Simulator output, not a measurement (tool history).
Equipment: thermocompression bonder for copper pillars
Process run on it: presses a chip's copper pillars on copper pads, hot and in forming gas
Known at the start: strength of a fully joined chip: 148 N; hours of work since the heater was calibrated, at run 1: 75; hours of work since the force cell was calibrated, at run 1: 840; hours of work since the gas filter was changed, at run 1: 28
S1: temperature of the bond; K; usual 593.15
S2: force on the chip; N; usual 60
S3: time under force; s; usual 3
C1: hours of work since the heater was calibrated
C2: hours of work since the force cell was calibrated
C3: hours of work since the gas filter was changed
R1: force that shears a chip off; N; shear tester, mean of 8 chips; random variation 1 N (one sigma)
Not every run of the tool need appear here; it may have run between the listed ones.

run	hour	S1	S2	S3	C1	C2	C3	R1
1	0.0	593.15	60	3	75	840	28	86.4
2	30.8	593.15	60	7	96	861	50	107.7
3	88.0	593.15	60	4	135	900	89	92.2
4	124.5	593.15	60	4	160	925	114	89.7
5	184.0	593.15	60	4	201	966	155	89.5
6	216.8	593.15	60	3	224	989	178	80.8
7	251.2	593.15	60	3	248	1013	201	77.7
8	305.3	593.15	60	3	285	1050	239	77.7
# hour 321.9: forming gas filter changed
9	354.0	593.15	60	3	318	1083	22	85.3
# hour 358.5: force cell calibrated
10	418.0	594.15	60	3	361	41	65	84.7
11	474.0	594.15	60	3	400	80	104	80.7
12	534.1	604.15	38	4	441	121	145	68.5
13	590.7	602.15	60	3	480	160	184	85.5
14	637.9	612.15	56	2	512	192	216	77.2
# hour 650.1: force cell calibrated, once more
15	672.1	614.15	47	3	535	15	239	83.3
# hour 687.9: forming gas filter changed
16	735.2	614.15	47	3	578	58	33	95.9
17	793.2	614.15	47	3	618	98	72	92.4
18	830.3	622.15	40	3	643	124	98	88.2
19	869.1	593.15	89	4	670	150	125	120.0
20	897.5	593.15	89	4	690	170	144	118.3
21	928.6	601.15	68	4	711	191	166	106.4

Alternative continuations, all from the tool just after run 21; predict every row:
A	998.3	579.15	57	2	759	239	214	?
B	998.3	579.15	37	2	759	239	214	?
C	998.3	601.15	68	3	759	239	214	?
D	998.3	577.15	81	4	759	239	214	?

run	R1
A	61.6
B	41.0
C	101.0
D	98.0
With no hidden state in the tool, these same runs would have given:
run	R1
A	63.2
B	41.5
C	107.1
D	103.2
